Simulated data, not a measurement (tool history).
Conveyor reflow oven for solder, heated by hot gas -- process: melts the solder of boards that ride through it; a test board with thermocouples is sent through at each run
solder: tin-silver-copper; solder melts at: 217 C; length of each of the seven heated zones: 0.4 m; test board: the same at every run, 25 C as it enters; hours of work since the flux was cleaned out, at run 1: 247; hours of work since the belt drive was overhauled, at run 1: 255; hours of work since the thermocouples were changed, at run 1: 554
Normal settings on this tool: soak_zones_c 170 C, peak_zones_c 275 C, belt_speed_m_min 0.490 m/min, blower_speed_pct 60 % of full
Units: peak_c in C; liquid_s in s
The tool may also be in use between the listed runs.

run,hour,soak_zones_c,peak_zones_c,belt_speed_m_min,blower_speed_pct,hours of work since the flux was cleaned out,hours of work since the belt drive was overhauled,hours of work since the thermocouples were changed,peak_c,liquid_s
1,0.0,170,275,0.490,60,247,255,554,253.7,72.3
2,6.7,170,275,0.400,60,251,259,558,260.5,97.6
3,15.9,170,275,0.394,60,256,264,563,260.9,100.4
4,30.0,170,275,0.394,54,264,272,571,259.9,98.7
5,42.7,170,275,0.394,54,271,279,578,260.3,98.0
6,49.7,170,275,0.394,54,275,283,582,259.5,98.7
7,61.4,170,266,0.490,60,281,289,588,244.8,64.3
# hour 76.8: thermocouples of zones 6 and 7 changed
8,78.3,170,266,0.490,60,289,297,1,246.5,65.5
9,87.3,170,266,0.490,60,294,302,6,247.6,65.6
10,98.3,170,281,0.490,60,300,309,12,260.2,77.7
11,106.4,170,281,0.490,60,305,313,16,259.5,77.7
12,115.5,170,264,0.490,60,310,318,21,245.7,63.9
13,127.1,170,264,0.490,60,316,324,28,245.6,65.0
14,133.8,185,271,0.477,88,320,328,31,257.8,87.0
15,147.9,182,271,0.477,51,328,336,39,253.4,78.0
16,156.5,161,274,0.402,61,332,341,44,259.5,92.1
17,167.7,161,274,0.402,61,339,347,50,259.1,92.2
18,180.7,161,274,0.402,61,346,354,57,258.4,91.4
19,189.4,161,264,0.402,61,351,359,62,249.8,82.4
20,201.0,161,290,0.450,73,357,365,69,271.6,89.7
21,216.0,170,270,0.490,57,365,373,77,249.0,67.8
22,228.8,174,270,0.443,55,372,381,84,253.2,82.4
# hour 239.5: flux residue cleaned out of gas plates and filters
23,246.5,174,270,0.443,55,4,388,91,256.0,85.8
24,259.8,174,270,0.443,55,11,395,98,255.6,85.5

Across each entry between runs, compare the hidden state at the last listed run before it with the hidden state at the first listed run after it:
Run 7 -> run 8: thermocouples of zones 6 and 7 changed (hour 76.8)
  heat that the gas passes to the board, % of a clean oven's: 89 -> 88.7; belt's true speed, % of the reading: 99.46 -> 99.45; true gas temperature in zones 6 and 7 over the reading, C: -1.99 -> 0.09
  the result without the hidden state subtracted from the measured one, peak_c: -4.0 -> -2.3 C; liquid_s: -4.9 -> -3.0 s
Run 22 -> run 23: flux residue cleaned out of gas plates and filters (hour 239.5)
  heat that the gas passes to the board, % of a clean oven's: 85.7 -> 99.4; belt's true speed, % of the reading: 99.3 -> 99.29; true gas temperature in zones 6 and 7 over the reading, C: -0.23 -> -0.26
  the result without the hidden state subtracted from the measured one, peak_c: -2.8 -> -0.2 C; liquid_s: -3.0 -> +0.5 s
